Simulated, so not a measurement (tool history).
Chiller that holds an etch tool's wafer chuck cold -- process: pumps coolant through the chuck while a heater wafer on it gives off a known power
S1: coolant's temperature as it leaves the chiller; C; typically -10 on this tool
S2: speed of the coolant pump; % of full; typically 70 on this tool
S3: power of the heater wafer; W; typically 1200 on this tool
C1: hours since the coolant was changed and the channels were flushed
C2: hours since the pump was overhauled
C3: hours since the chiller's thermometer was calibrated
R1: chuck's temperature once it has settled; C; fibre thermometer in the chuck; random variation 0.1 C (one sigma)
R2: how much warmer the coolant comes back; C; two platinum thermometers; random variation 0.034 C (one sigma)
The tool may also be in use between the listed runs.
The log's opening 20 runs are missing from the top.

run 21 hour=537.4 | S1=-20 S2=66 S3=1538 | C1=3361 C2=2097 C3=2203 | R1=-3 R2=7.74
run 22 hour=556.2 | S1=-18 S2=70 S3=1200 | C1=3380 C2=2116 C3=2221 | R1=-5.6 R2=5.74
run 23 hour=579.5 | S1=-4 S2=98 S3=794 | C1=3403 C2=2139 C3=2245 | R1=2.2 R2=2.68
run 24 hour=618.8 | S1=-7 S2=70 S3=634 | C1=3442 C2=2179 C3=2284 | R1=-0.6 R2=2.99
run 25 hour=645.2 | S1=-7 S2=70 S3=634 | C1=3469 C2=2205 C3=2310 | R1=-0.7 R2=3.01
run 26 hour=670 | S1=-7 S2=70 S3=634 | C1=3493 C2=2230 C3=2335 | R1=-0.6 R2=3.03
run 27 hour=688.4 | S1=-6 S2=84 S3=1512 | C1=3512 C2=2248 C3=2354 | R1=7.3 R2=5.92
run 28 hour=718.4 | S1=-6 S2=84 S3=1512 | C1=3542 C2=2278 C3=2384 | R1=7.6 R2=5.95
run 29 hour=735.7 | S1=0 S2=95 S3=939 | C1=3559 C2=2296 C3=2401 | R1=7.4 R2=3.29
run 30 hour=767.4 | S1=-12 S2=99 S3=1098 | C1=3591 C2=2327 C3=2433 | R1=-3.4 R2=3.69
run 31 hour=785.9 | S1=-12 S2=99 S3=1098 | C1=3609 C2=2346 C3=2451 | R1=-3.3 R2=3.67

Consider 4 possible next runs. They are alternatives, not a sequence: every one starts from the tool as it was left by run 31. What does each give?
run A hour=820.6 | S1=-7 S2=92 S3=702 | C1=3644 C2=2381 C3=2486 | R1=? R2=?
run B hour=820.6 | S1=-9 S2=79 S3=1200 | C1=3644 C2=2381 C3=2486 | R1=? R2=?
run C hour=820.6 | S1=-1 S2=62 S3=992 | C1=3644 C2=2381 C3=2486 | R1=? R2=?
run D hour=820.6 | S1=-8 S2=71 S3=1182 | C1=3644 C2=2381 C3=2486 | R1=? R2=?

run=A R1=-1.2 R2=2.51
run=B R1=2.3 R2=5.01
run=C R1=10.5 R2=5.26
run=D R1=4.1 R2=5.5
What these runs would have given with no unlogged condition in the tool:
run=A R1=-1.5 R2=2.45
run=B R1=1.6 R2=4.88
run=C R1=9.8 R2=5.13
run=D R1=3.3 R2=5.36
